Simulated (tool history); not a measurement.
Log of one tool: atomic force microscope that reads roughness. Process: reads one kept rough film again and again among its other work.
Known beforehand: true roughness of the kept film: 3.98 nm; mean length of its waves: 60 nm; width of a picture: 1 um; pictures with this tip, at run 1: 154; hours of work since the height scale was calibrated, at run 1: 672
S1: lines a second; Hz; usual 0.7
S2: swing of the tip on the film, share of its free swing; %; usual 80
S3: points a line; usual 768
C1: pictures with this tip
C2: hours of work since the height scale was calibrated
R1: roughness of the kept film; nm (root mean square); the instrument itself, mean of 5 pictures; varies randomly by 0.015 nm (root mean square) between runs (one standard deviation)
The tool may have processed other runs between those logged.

Run 1, hour 0: usual settings; C1 154; C2 672. Result: R1 3.397 nm (root mean square).
At hour 3.5: new tip fitted.
Run 2, hour 33: usual settings; C1 31; C2 695. Result: R1 3.68 nm (root mean square).
Run 3, hour 58.6: usual settings; C1 58; C2 712. Result: R1 3.577 nm (root mean square).
Run 4, hour 81: usual settings; C1 81; C2 728. Result: R1 3.564 nm (root mean square).
Run 5, hour 101.9: usual settings but S3 348; C1 103; C2 742. Result: R1 3.555 nm (root mean square).
Run 6, hour 127: usual settings but S3 348; C1 129; C2 759. Result: R1 3.477 nm (root mean square).
At hour 153.4: new tip fitted.
Run 7, hour 168.5: usual settings but S3 348; C1 16; C2 787. Result: R1 3.682 nm (root mean square).
Run 8, hour 194.5: usual settings but S3 348; C1 43; C2 805. Result: R1 3.622 nm (root mean square).
Run 9, hour 215.8: usual settings but S3 348; C1 65; C2 819. Result: R1 3.595 nm (root mean square).
Run 10, hour 245.1: usual settings but S1 1.636 Hz; C1 95; C2 840. Result: R1 3.312 nm (root mean square).
Run 11, hour 274.2: usual settings but S1 1.636 Hz; C1 126; C2 860. Result: R1 3.256 nm (root mean square).
At hour 305.3: new tip fitted.
Run 12, hour 311.8: usual settings but S1 1.636 Hz; C1 7; C2 885. Result: R1 3.463 nm (root mean square).
Run 13, hour 331.3: usual settings; C1 28; C2 898. Result: R1 3.665 nm (root mean square).
Run 14, hour 350.5: usual settings; C1 47; C2 911. Result: R1 3.61 nm (root mean square).
Run 15, hour 391.2: usual settings but S1 0.751 Hz; C1 90; C2 939. Result: R1 3.552 nm (root mean square).
Run 16, hour 423.4: usual settings but S1 0.829 Hz; C1 123; C2 961. Result: R1 3.479 nm (root mean square).
Run 17, hour 453.1: usual settings; C1 154; C2 982. Result: R1 3.463 nm (root mean square).
At hour 455.7: new tip fitted.
Run 18, hour 492.1: usual settings; C1 37; C2 1008. Result: R1 3.625 nm (root mean square).
Run 19, hour 510.2: usual settings but S1 3.937 Hz; C1 56; C2 1020. Result: R1 2.924 nm (root mean square).
Run 20, hour 547.6: usual settings; C1 95; C2 1046. Result: R1 3.572 nm (root mean square).
Run 21, hour 566.5: usual settings; C1 115; C2 1059. Result: R1 3.522 nm (root mean square).
Run 22, hour 600.5: usual settings but S3 261; C1 150; C2 1082. Result: R1 3.463 nm (root mean square).
At hour 605.6: new tip fitted.
Run 23, hour 638.1: usual settings but S3 261; C1 34; C2 1108. Result: R1 3.666 nm (root mean square).
Run 24, hour 657.8: usual settings but S3 261; C1 54; C2 1121. Result: R1 3.646 nm (root mean square).
Run 25, hour 676.4: usual settings but S3 293; C1 74; C2 1134. Result: R1 3.581 nm (root mean square).
Run 26, hour 710.7: usual settings but S3 293; C1 110; C2 1157. Result: R1 3.533 nm (root mean square).
Run 27, hour 736.5: usual settings but S2 69 %, S3 293; C1 136; C2 1175. Result: R1 3.574 nm (root mean square).
At hour 756: new tip fitted.
Run 28, hour 773.2: usual settings but S2 69 %, S3 293; C1 18; C2 1200. Result: R1 3.776 nm (root mean square).
Run 29, hour 798: usual settings but S2 85 %, S3 293; C1 44; C2 1217. Result: R1 3.606 nm (root mean square).
Run 30, hour 815.9: usual settings but S1 2.195 Hz, S2 67 %, S3 328; C1 63; C2 1229. Result: R1 3.501 nm (root mean square).
Run 31, hour 851.6: usual settings but S2 60 %, S3 384; C1 100; C2 1253. Result: R1 3.655 nm (root mean square).
Run 32, hour 872.8: usual settings but S1 2.048 Hz, S2 86 %, S3 873; C1 122; C2 1268. Result: R1 3.039 nm (root mean square).
Run 33, hour 898.4: usual settings but S1 3.082 Hz, S2 86 %, S3 580; C1 149; C2 1286. Result: R1 2.784 nm (root mean square).
At hour 905.3: new tip fitted.
Run 34, hour 938.8: usual settings but S1 3.082 Hz, S2 86 %, S3 580; C1 35; C2 1313. Result: R1 2.932 nm (root mean square).
Run 35, hour 958.5: usual settings but S1 3.082 Hz, S2 86 %, S3 580; C1 56; C2 1326. Result: R1 2.91 nm (root mean square).
Run 36, hour 987.6: usual settings but S2 71 %, S3 853; C1 86; C2 1346. Result: R1 3.648 nm (root mean square).
Run 37, hour 1012.4: usual settings but S1 1.023 Hz, S2 69 %, S3 361; C1 112; C2 1363. Result: R1 3.55 nm (root mean square).
Run 38, hour 1031.8: usual settings but S1 2.456 Hz, S2 65 %, S3 302; C1 132; C2 1376. Result: R1 3.417 nm (root mean square).
At hour 1056.6: new tip fitted.
Run 39, hour 1061: usual settings but S1 1.941 Hz, S2 64 %, S3 802; C1 5; C2 1396. Result: R1 3.713 nm (root mean square).
Run 40, hour 1094.7: usual settings but S1 1.202 Hz; C1 40; C2 1419. Result: R1 3.533 nm (root mean square).
Run 41, hour 1130.4: usual settings but S1 1.622 Hz, S2 66 %; C1 77; C2 1444. Result: R1 3.603 nm (root mean square).
Run 42, hour 1160.1: usual settings but S1 2.991 Hz; C1 108; C2 1464. Result: R1 3.023 nm (root mean square).
Run 43, hour 1182.1: usual settings but S1 2.991 Hz; C1 131; C2 1479. Result: R1 3.019 nm (root mean square).
At hour 1205.5: new tip fitted.
Run 44, hour 1205.5: usual settings but S1 1.363 Hz, S2 67 %, S3 638; C1 0; C2 1495. Result: R1 3.75 nm (root mean square).
Run 45, hour 1226.6: usual settings but S1 1.363 Hz, S2 67 %, S3 638; C1 22; C2 1509. Result: R1 3.709 nm (root mean square).
Run 46, hour 1245.3: usual settings but S1 1.363 Hz, S2 67 %, S3 638; C1 41; C2 1522. Result: R1 3.682 nm (root mean square).
Run 47, hour 1272.6: usual settings but S1 2.637 Hz, S2 55 %, S3 733; C1 70; C2 1541. Result: R1 3.656 nm (root mean square).
Run 48, hour 1312.5: usual settings but S1 0.951 Hz, S2 57 %, S3 832; C1 111; C2 1568. Result: R1 3.697 nm (root mean square).
Run 49, hour 1348.7: usual settings but S1 0.951 Hz, S2 57 %, S3 832; C1 149; C2 1593. Result: R1 3.592 nm (root mean square).
At hour 1356.7: new tip fitted.
Run 50, hour 1366.2: usual settings but S1 0.951 Hz, S2 57 %, S3 832; C1 10; C2 1604. Result: R1 3.875 nm (root mean square).
Run 51, hour 1391.8: usual settings but S3 441; C1 36; C2 1622. Result: R1 3.696 nm (root mean square).
Run 52, hour 1411.3: usual settings but S3 441; C1 56; C2 1635. Result: R1 3.642 nm (root mean square).
Run 53, hour 1436.1: usual settings but S1 1.925 Hz, S2 70 %, S3 361; C1 82; C2 1652. Result: R1 3.482 nm (root mean square).
Run 54, hour 1477: usual settings but S1 1.925 Hz, S2 70 %, S3 361; C1 125; C2 1680. Result: R1 3.384 nm (root mean square).

Each row is a separate what-if for the run after 54, all from the same tool condition, not one after another. Results?
Run A, hour 1501.2: usual settings but S1 1.979 Hz, S2 67 %, S3 602; C1 150; C2 1697. Result: R1 ?.
Run B, hour 1501.2: usual settings but S1 0.985 Hz, S2 81 %, S3 520; C1 150; C2 1697. Result: R1 ?.
Run C, hour 1501.2: usual settings but S1 0.974 Hz; C1 150; C2 1697. Result: R1 ?.

run     R1
  A  3.444
  B  3.406
  C  3.418
Take away the tool's hidden state, keep each run's random variation, and the runs would have read:
run     R1
  A  3.637
  B  3.597
  C  3.609
